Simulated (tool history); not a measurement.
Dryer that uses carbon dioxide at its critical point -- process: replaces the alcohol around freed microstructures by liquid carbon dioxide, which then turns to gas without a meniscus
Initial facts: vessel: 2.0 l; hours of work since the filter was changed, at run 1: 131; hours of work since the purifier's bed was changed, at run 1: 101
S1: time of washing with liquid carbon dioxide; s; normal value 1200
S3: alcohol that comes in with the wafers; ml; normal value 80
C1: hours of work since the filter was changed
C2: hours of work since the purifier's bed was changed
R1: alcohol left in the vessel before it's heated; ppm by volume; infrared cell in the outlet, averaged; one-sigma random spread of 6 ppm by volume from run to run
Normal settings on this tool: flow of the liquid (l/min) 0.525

Run 1, hour 0: usual settings; C1 131; C2 101. Result: R1 375 ppm by volume.
Run 2, hour 5.5: usual settings; C1 135; C2 104. Result: R1 381 ppm by volume.
Run 3, hour 16: usual settings; C1 141; C2 111. Result: R1 387 ppm by volume.
Run 4, hour 27.3: usual settings; C1 149; C2 118. Result: R1 386 ppm by volume.
Run 5, hour 38.7: usual settings but S3 75 ml; C1 156; C2 125. Result: R1 408 ppm by volume.
Run 6, hour 49.1: usual settings but S3 75 ml; C1 162; C2 131. Result: R1 387 ppm by volume.
At hour 56: inlet filter changed.
Run 7, hour 60.8: usual settings but S3 75 ml; C1 3; C2 138. Result: R1 228 ppm by volume.
Run 8, hour 69.8: usual settings but flow of the liquid (l/min) 0.887; C1 9; C2 144. Result: R1 36 ppm by volume.
Run 9, hour 80.9: usual settings; C1 16; C2 151. Result: R1 256 ppm by volume.
Run 10, hour 92.4: usual settings; C1 23; C2 158. Result: R1 265 ppm by volume.
Run 11, hour 99.3: usual settings; C1 27; C2 162. Result: R1 267 ppm by volume.
Run 12, hour 107.1: usual settings; C1 32; C2 167. Result: R1 280 ppm by volume.
Run 13, hour 115.3: usual settings; C1 37; C2 172. Result: R1 287 ppm by volume.
Run 14, hour 122.6: usual settings; C1 42; C2 177. Result: R1 289 ppm by volume.
Run 15, hour 134.4: usual settings; C1 49; C2 184. Result: R1 305 ppm by volume.
Run 16, hour 141.8: usual settings; C1 54; C2 189. Result: R1 304 ppm by volume.
Run 17, hour 149.7: usual settings; C1 59; C2 194. Result: R1 296 ppm by volume.
Run 18, hour 159.3: usual settings; C1 65; C2 200. Result: R1 316 ppm by volume.
Run 19, hour 167.9: usual settings but S3 61 ml; C1 70; C2 205. Result: R1 252 ppm by volume.
Run 20, hour 174: usual settings but S3 42 ml; C1 74; C2 209. Result: R1 190 ppm by volume.
Run 21, hour 186.1: usual settings but S3 87 ml; C1 82; C2 217. Result: R1 367 ppm by volume.
Run 22, hour 197.5: usual settings but flow of the liquid (l/min) 0.409, S3 31 ml; C1 89; C2 224. Result: R1 387 ppm by volume.
Run 23, hour 204.4: usual settings but flow of the liquid (l/min) 0.409, S3 31 ml; C1 93; C2 228. Result: R1 399 ppm by volume.
Run 24, hour 209.9: usual settings but S1 1080 s, flow of the liquid (l/min) 0.4, S3 102 ml; C1 96; C2 231. Result: R1 1836 ppm by volume.
Run 25, hour 221.5: usual settings but S1 1140 s, flow of the liquid (l/min) 0.467, S3 64 ml; C1 104; C2 239. Result: R1 587 ppm by volume.
Run 26, hour 229: usual settings but flow of the liquid (l/min) 0.68, S3 65 ml; C1 108; C2 243. Result: R1 101 ppm by volume.
Run 27, hour 241.3: usual settings but S1 840 s, flow of the liquid (l/min) 0.445, S3 120 ml; C1 116; C2 251. Result: R1 3544 ppm by volume.
Run 28, hour 253.1: usual settings but S1 840 s, flow of the liquid (l/min) 0.445, S3 120 ml; C1 124; C2 259. Result: R1 3605 ppm by volume.
Run 29, hour 259.4: usual settings but S1 840 s, flow of the liquid (l/min) 0.409, S3 119 ml; C1 127; C2 262. Result: R1 4500 ppm by volume.
Run 30, hour 269.1: usual settings but S1 1620 s, flow of the liquid (l/min) 0.442, S3 97 ml; C1 134; C2 269. Result: R1 278 ppm by volume.
Run 31, hour 281.3: usual settings but S1 1440 s, flow of the liquid (l/min) 0.892, S3 61 ml; C1 141; C2 276. Result: R1 60 ppm by volume.
Run 32, hour 290.4: usual settings but S1 840 s, flow of the liquid (l/min) 0.379; C1 147; C2 282. Result: R1 3848 ppm by volume.
Run 33, hour 301.9: usual settings but S1 1080 s, flow of the liquid (l/min) 0.32, S3 20 ml; C1 154; C2 289. Result: R1 846 ppm by volume.
Run 34, hour 310.7: usual settings but flow of the liquid (l/min) 0.574, S3 99 ml; C1 160; C2 295. Result: R1 369 ppm by volume.
Run 35, hour 318.3: usual settings but S1 720 s, flow of the liquid (l/min) 0.574, S3 40 ml; C1 164; C2 299. Result: R1 1022 ppm by volume.
At hour 321.7: inlet filter changed.
Run 36, hour 328.5: usual settings but S1 720 s, flow of the liquid (l/min) 0.431, S3 23 ml; C1 4; C2 305. Result: R1 919 ppm by volume.
Run 37, hour 340.4: usual settings but S1 1020 s, flow of the liquid (l/min) 0.442, S3 77 ml; C1 12; C2 313. Result: R1 1023 ppm by volume.

5 options for the next run, each taken on its own from the tool as it stands now. Forecast them:
Run A, hour 349.3: usual settings but S1 1080 s, flow of the liquid (l/min) 0.32, S3 43 ml; C1 17; C2 318. Result: R1 ?.
Run B, hour 349.3: usual settings but S1 1380 s, flow of the liquid (l/min) 0.463, S3 56 ml; C1 17; C2 318. Result: R1 ?.
Run C, hour 349.3: usual settings but flow of the liquid (l/min) 0.808; C1 17; C2 318. Result: R1 ?.
Run D, hour 349.3: usual settings but S3 90 ml; C1 17; C2 318. Result: R1 ?.
Run E, hour 349.3: usual settings but S1 1020 s, flow of the liquid (l/min) 0.869, S3 77 ml; C1 17; C2 318. Result: R1 ?.

run    R1
  A  1382
  B   217
  C    75
  D   310
  E    90
The same runs, with their run-to-run variation unchanged, on a tool lacking any hidden condition would have given:
run    R1
  A  1266
  B   149
  C    18
  D   234
  E    32

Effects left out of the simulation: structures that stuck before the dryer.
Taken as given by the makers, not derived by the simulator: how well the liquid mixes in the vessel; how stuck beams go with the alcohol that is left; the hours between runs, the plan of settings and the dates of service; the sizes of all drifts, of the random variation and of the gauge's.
